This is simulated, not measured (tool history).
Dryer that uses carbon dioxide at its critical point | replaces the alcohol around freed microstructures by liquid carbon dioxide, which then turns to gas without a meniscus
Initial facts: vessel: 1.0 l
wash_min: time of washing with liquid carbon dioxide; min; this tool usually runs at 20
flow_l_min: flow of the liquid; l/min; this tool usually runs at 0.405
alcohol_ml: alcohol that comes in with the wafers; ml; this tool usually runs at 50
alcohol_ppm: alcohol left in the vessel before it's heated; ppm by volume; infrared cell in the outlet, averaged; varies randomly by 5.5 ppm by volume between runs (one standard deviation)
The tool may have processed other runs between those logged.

run 1 hour=0.0 | wash_min=20 flow_l_min=0.405 alcohol_ml=50 | alcohol_ppm=287
run 2 hour=46.4 | wash_min=20 flow_l_min=0.405 alcohol_ml=50 | alcohol_ppm=277
run 3 hour=81.6 | wash_min=20 flow_l_min=0.405 alcohol_ml=50 | alcohol_ppm=287
run 4 hour=126.9 | wash_min=20 flow_l_min=0.405 alcohol_ml=50 | alcohol_ppm=294
run 5 hour=176.2 | wash_min=20 flow_l_min=0.405 alcohol_ml=32 | alcohol_ppm=213
run 6 hour=212.6 | wash_min=20 flow_l_min=0.405 alcohol_ml=32 | alcohol_ppm=215
run 7 hour=262.5 | wash_min=20 flow_l_min=0.560 alcohol_ml=50 | alcohol_ppm=99
run 8 hour=296.3 | wash_min=20 flow_l_min=0.560 alcohol_ml=50 | alcohol_ppm=100
run 9 hour=349.2 | wash_min=20 flow_l_min=0.560 alcohol_ml=50 | alcohol_ppm=109
run 10 hour=395.7 | wash_min=20 flow_l_min=0.560 alcohol_ml=50 | alcohol_ppm=88
run 11 hour=438.7 | wash_min=17 flow_l_min=0.584 alcohol_ml=65 | alcohol_ppm=131
run 12 hour=491.9 | wash_min=17 flow_l_min=0.584 alcohol_ml=65 | alcohol_ppm=133
run 13 hour=551.5 | wash_min=17 flow_l_min=0.584 alcohol_ml=65 | alcohol_ppm=132
run 14 hour=595.1 | wash_min=15 flow_l_min=0.295 alcohol_ml=40 | alcohol_ppm=1715
run 15 hour=661.8 | wash_min=15 flow_l_min=0.295 alcohol_ml=40 | alcohol_ppm=1809
run 16 hour=724.0 | wash_min=15 flow_l_min=0.295 alcohol_ml=40 | alcohol_ppm=1780
run 17 hour=777.1 | wash_min=29 flow_l_min=0.447 alcohol_ml=32 | alcohol_ppm=97
run 18 hour=843.7 | wash_min=15 flow_l_min=0.472 alcohol_ml=108 | alcohol_ppm=822
run 19 hour=897.4 | wash_min=16 flow_l_min=0.511 alcohol_ml=36 | alcohol_ppm=219

Removed from this log: 1 entry logged between the listed runs. Between which two listed runs does each belong, and how does the tool's hidden state at the listed run before it compare with that at the listed run after it?
Logged between run 9 and run 10: inlet filter changed (hour 369.1)
  flow that reaches the vessel past the clogged filter, %: 90.4 -> 99.7; alcohol in the recycled carbon dioxide, ppm: 73.2 -> 75.6
  the result without the hidden state subtracted from the measured one, alcohol_ppm: +87 -> +71 ppm by volume
